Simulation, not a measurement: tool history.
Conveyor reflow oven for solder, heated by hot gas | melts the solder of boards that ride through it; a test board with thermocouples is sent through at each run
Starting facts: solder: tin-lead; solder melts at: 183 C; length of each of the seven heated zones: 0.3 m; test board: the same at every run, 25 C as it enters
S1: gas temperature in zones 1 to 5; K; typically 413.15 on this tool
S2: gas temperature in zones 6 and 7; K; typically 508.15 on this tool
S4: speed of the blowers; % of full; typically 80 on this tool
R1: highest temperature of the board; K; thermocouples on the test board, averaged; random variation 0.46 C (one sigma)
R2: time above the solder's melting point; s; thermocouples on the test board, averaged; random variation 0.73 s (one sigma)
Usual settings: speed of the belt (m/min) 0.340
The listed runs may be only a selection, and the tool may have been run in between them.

run 1 hour=0.0 | S1=413.15 S2=508.15 speed_of_the_belt_(m/min)=0.340 S4=80 | R1=500.35 R2=90.8
run 2 hour=25.3 | S1=413.15 S2=508.15 speed_of_the_belt_(m/min)=0.340 S4=80 | R1=499.85 R2=91.0
run 3 hour=41.2 | S1=413.15 S2=508.15 speed_of_the_belt_(m/min)=0.340 S4=80 | R1=500.25 R2=91.0
run 4 hour=71.4 | S1=413.15 S2=508.15 speed_of_the_belt_(m/min)=0.340 S4=80 | R1=499.35 R2=91.5
run 5 hour=94.5 | S1=413.15 S2=515.15 speed_of_the_belt_(m/min)=0.340 S4=80 | R1=506.45 R2=94.2
run 6 hour=116.1 | S1=413.15 S2=508.15 speed_of_the_belt_(m/min)=0.340 S4=60 | R1=494.95 R2=85.3
run 7 hour=133.1 | S1=413.15 S2=508.15 speed_of_the_belt_(m/min)=0.340 S4=60 | R1=494.65 R2=86.3
run 8 hour=167.4 | S1=413.15 S2=508.15 speed_of_the_belt_(m/min)=0.340 S4=61 | R1=494.65 R2=86.7
run 9 hour=186.8 | S1=413.15 S2=497.15 speed_of_the_belt_(m/min)=0.340 S4=61 | R1=485.15 R2=75.7
run 10 hour=206.7 | S1=413.15 S2=497.15 speed_of_the_belt_(m/min)=0.340 S4=61 | R1=485.65 R2=76.3
-- hour=216.2 thermocouples of zones 6 and 7 changed
run 11 hour=236.0 | S1=413.15 S2=508.15 speed_of_the_belt_(m/min)=0.284 S4=80 | R1=500.75 R2=112.3
-- hour=244.6 flux residue cleaned out of gas plates and filters
run 12 hour=278.5 | S1=413.15 S2=508.15 speed_of_the_belt_(m/min)=0.284 S4=80 | R1=500.85 R2=109.7
-- hour=314.2 flux residue cleaned out of gas plates and filters, once more
run 13 hour=314.5 | S1=413.15 S2=508.15 speed_of_the_belt_(m/min)=0.284 S4=80 | R1=501.95 R2=112.0
run 14 hour=352.5 | S1=413.15 S2=508.15 speed_of_the_belt_(m/min)=0.284 S4=80 | R1=501.65 R2=113.9
run 15 hour=386.0 | S1=413.15 S2=508.15 speed_of_the_belt_(m/min)=0.284 S4=80 | R1=501.65 R2=111.6
run 16 hour=411.4 | S1=413.15 S2=507.15 speed_of_the_belt_(m/min)=0.298 S4=51 | R1=493.65 R2=96.1
run 17 hour=447.7 | S1=413.15 S2=507.15 speed_of_the_belt_(m/min)=0.298 S4=51 | R1=492.55 R2=97.3
run 18 hour=475.8 | S1=413.15 S2=509.15 speed_of_the_belt_(m/min)=0.299 S4=73 | R1=500.85 R2=104.7
run 19 hour=505.3 | S1=423.15 S2=506.15 speed_of_the_belt_(m/min)=0.299 S4=53 | R1=493.65 R2=103.9
run 20 hour=537.2 | S1=423.15 S2=506.15 speed_of_the_belt_(m/min)=0.299 S4=78 | R1=499.55 R2=109.8
run 21 hour=562.4 | S1=403.15 S2=512.15 speed_of_the_belt_(m/min)=0.379 S4=55 | R1=488.15 R2=64.8
run 22 hour=579.3 | S1=401.15 S2=505.15 speed_of_the_belt_(m/min)=0.284 S4=64 | R1=494.85 R2=97.9
run 23 hour=609.3 | S1=408.15 S2=513.15 speed_of_the_belt_(m/min)=0.284 S4=69 | R1=504.45 R2=111.4
run 24 hour=644.8 | S1=408.15 S2=513.15 speed_of_the_belt_(m/min)=0.276 S4=66 | R1=503.85 R2=116.5
run 25 hour=667.6 | S1=408.15 S2=513.15 speed_of_the_belt_(m/min)=0.276 S4=66 | R1=504.25 R2=114.0
run 26 hour=701.6 | S1=414.15 S2=513.15 speed_of_the_belt_(m/min)=0.393 S4=66 | R1=495.05 R2=74.9
run 27 hour=721.6 | S1=420.15 S2=513.15 speed_of_the_belt_(m/min)=0.393 S4=66 | R1=497.15 R2=79.8
run 28 hour=758.5 | S1=420.15 S2=520.15 speed_of_the_belt_(m/min)=0.395 S4=54 | R1=496.75 R2=79.1
run 29 hour=790.3 | S1=413.15 S2=503.15 speed_of_the_belt_(m/min)=0.358 S4=53 | R1=484.35 R2=70.0
run 30 hour=812.1 | S1=405.15 S2=508.15 speed_of_the_belt_(m/min)=0.344 S4=80 | R1=497.55 R2=84.2

What if the next run were any one of these 4? Each begins from the tool's condition after run 30:
run A hour=831.8 | S1=413.15 S2=511.15 speed_of_the_belt_(m/min)=0.373 S4=77 | R1=? R2=?
run B hour=831.8 | S1=426.15 S2=508.15 speed_of_the_belt_(m/min)=0.385 S4=58 | R1=? R2=?
run C hour=831.8 | S1=413.15 S2=500.15 speed_of_the_belt_(m/min)=0.332 S4=75 | R1=? R2=?
run D hour=831.8 | S1=405.15 S2=508.15 speed_of_the_belt_(m/min)=0.270 S4=80 | R1=? R2=?

run=A R1=497.85 R2=82.8
run=B R1=491.25 R2=79.7
run=C R1=490.45 R2=86.3
run=D R1=502.85 R2=115.4
Had the tool no hidden state, the same runs would have come out as:
run=A R1=497.45 R2=81.0
run=B R1=490.65 R2=77.7
run=C R1=489.85 R2=84.4
run=D R1=502.25 R2=112.9

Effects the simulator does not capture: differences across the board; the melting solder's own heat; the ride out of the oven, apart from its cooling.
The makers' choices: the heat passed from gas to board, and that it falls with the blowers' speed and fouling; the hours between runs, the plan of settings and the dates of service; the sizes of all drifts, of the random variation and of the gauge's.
